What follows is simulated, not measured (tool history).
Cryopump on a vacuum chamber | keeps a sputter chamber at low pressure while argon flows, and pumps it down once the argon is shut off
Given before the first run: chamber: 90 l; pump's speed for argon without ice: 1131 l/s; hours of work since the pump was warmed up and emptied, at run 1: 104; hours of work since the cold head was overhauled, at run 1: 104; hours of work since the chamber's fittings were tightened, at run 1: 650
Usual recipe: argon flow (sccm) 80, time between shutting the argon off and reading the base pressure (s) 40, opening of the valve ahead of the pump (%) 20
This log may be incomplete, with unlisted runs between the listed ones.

run     day  argon flow (sccm)  time between shutting the argon off and reading the base pressure (s)  opening of the valve ahead of the pump (%)  hours of work since the pump was warmed up and emptied  hours of work since the cold head was overhauled  hours of work since the chamber's fittings were tightened  pressure while argon flows (Pa)  pressure after the wait (uPa)
  1   0.000                 80                                                                     40                                          20                                                     104                                               104                                                        650                           0.6005                           3.47
  2   0.712                 80                                                                     40                                          20                                                     113                                               113                                                        659                           0.5998                           3.43
  3   1.271                 80                                                                     40                                          20                                                     120                                               120                                                        665                           0.6067                           3.43
  4   1.646                 80                                                                     40                                          20                                                     124                                               124                                                        670                           0.6044                           3.40
  5   2.000                 93                                                                     40                                          20                                                     129                                               129                                                        674                           0.7001                           3.48
  6   2.425                 80                                                                     40                                          20                                                     134                                               134                                                        680                           0.6006                           3.45
  7   2.983                 80                                                                     40                                          20                                                     141                                               141                                                        686                           0.6058                           3.49
  8   3.600                 80                                                                     40                                          20                                                     148                                               148                                                        694                           0.6059                           3.51
  9   4.258                 80                                                                     40                                          20                                                     156                                               156                                                        702                           0.6042                           3.39
 10   5.050                 80                                                                     40                                          20                                                     166                                               166                                                        712                           0.6068                           3.39
 11   5.604                 80                                                                     40                                          20                                                     173                                               173                                                        719                           0.6042                           3.41
 12   6.396                 80                                                                     40                                          20                                                     183                                               183                                                        728                           0.6020                           3.45
 13   6.750                 80                                                                    157                                          20                                                     187                                               187                                                        733                           0.6054                           1.22
 14   7.358                 80                                                                    157                                          20                                                     195                                               195                                                        740                           0.5996                           1.26
 15   8.125                 80                                                                    157                                          20                                                     204                                               204                                                        750                           0.6012                           1.20
 16   8.696                 80                                                                     40                                          31                                                     211                                               211                                                        757                           0.3924                           3.41
 17   9.388                 80                                                                     40                                          20                                                     219                                               219                                                        765                           0.6024                           3.52
 18  10.017                 80                                                                     40                                          20                                                     227                                               227                                                        773                           0.6009                           3.41
 19  10.592                115                                                                     77                                          20                                                     234                                               234                                                        780                           0.8684                           2.04
 20  10.925                145                                                                     23                                          39                                                     238                                               238                                                        784                           0.5700                           5.65
 21  11.675                 57                                                                     30                                          20                                                     248                                               248                                                        793                           0.4313                           4.47
 22  12.279                 57                                                                     30                                          20                                                     255                                               255                                                        801                           0.4326                           4.48
 23  12.688                 93                                                                    180                                          23                                                     260                                               260                                                        806                           0.6129                           1.15
 24  13.258                159                                                                    177                                          35                                                     267                                               267                                                        813                           0.6967                           1.18
 25  13.754                159                                                                    177                                          35                                                     273                                               273                                                        819                           0.6987                           1.19
 26  14.400                159                                                                    177                                          35                                                     281                                               281                                                        827                           0.6998                           1.20
 27  15.038                159                                                                    177                                          35                                                     289                                               289                                                        835                           0.6989                           1.18
 28  15.375                159                                                                    177                                          35                                                     293                                               293                                                        839                           0.6998                           1.19
 29  16.042                 80                                                                    186                                          33                                                     301                                               301                                                        847                           0.3718                           1.14
 30  16.521                 71                                                                    186                                          33                                                     307                                               307                                                        853                           0.3331                           1.16
 31  16.992                 80                                                                     21                                          28                                                     313                                               313                                                        859                           0.4402                           6.22
 32  17.821                 39                                                                     98                                          20                                                     323                                               323                                                        869                           0.2983                           1.77
 33  18.525                110                                                                     37                                          43                                                     332                                               332                                                        877                           0.3978                           3.73
 34  18.925                112                                                                     25                                          27                                                     337                                               337                                                        882                           0.6367                           5.36

Branching from run 34: 4 alternative next runs. What would each branch give?
  A  19.283                 56                                                                     24                                          30                                                     341                                               341                                                        887                                ?                              ?
  B  19.283                 80                                                                     85                                          20                                                     341                                               341                                                        887                                ?                              ?
  C  19.283                 93                                                                     25                                          19                                                     341                                               341                                                        887                                ?                              ?
  D  19.283                153                                                                     40                                          20                                                     341                                               341                                                        887                                ?                              ?

run  pressure while argon flows (Pa)  pressure after the wait (uPa)
  A                           0.2843                           5.50
  B                           0.6068                           1.95
  C                           0.7486                           5.34
  D                           1.1664                           3.64
Stripped of hidden state, with their random variation kept, the same runs would have yielded:
run  pressure while argon flows (Pa)  pressure after the wait (uPa)
  A                           0.2759                           5.24
  B                           0.5947                           1.69
  C                           0.7344                           5.08
  D                           1.1431                           3.37

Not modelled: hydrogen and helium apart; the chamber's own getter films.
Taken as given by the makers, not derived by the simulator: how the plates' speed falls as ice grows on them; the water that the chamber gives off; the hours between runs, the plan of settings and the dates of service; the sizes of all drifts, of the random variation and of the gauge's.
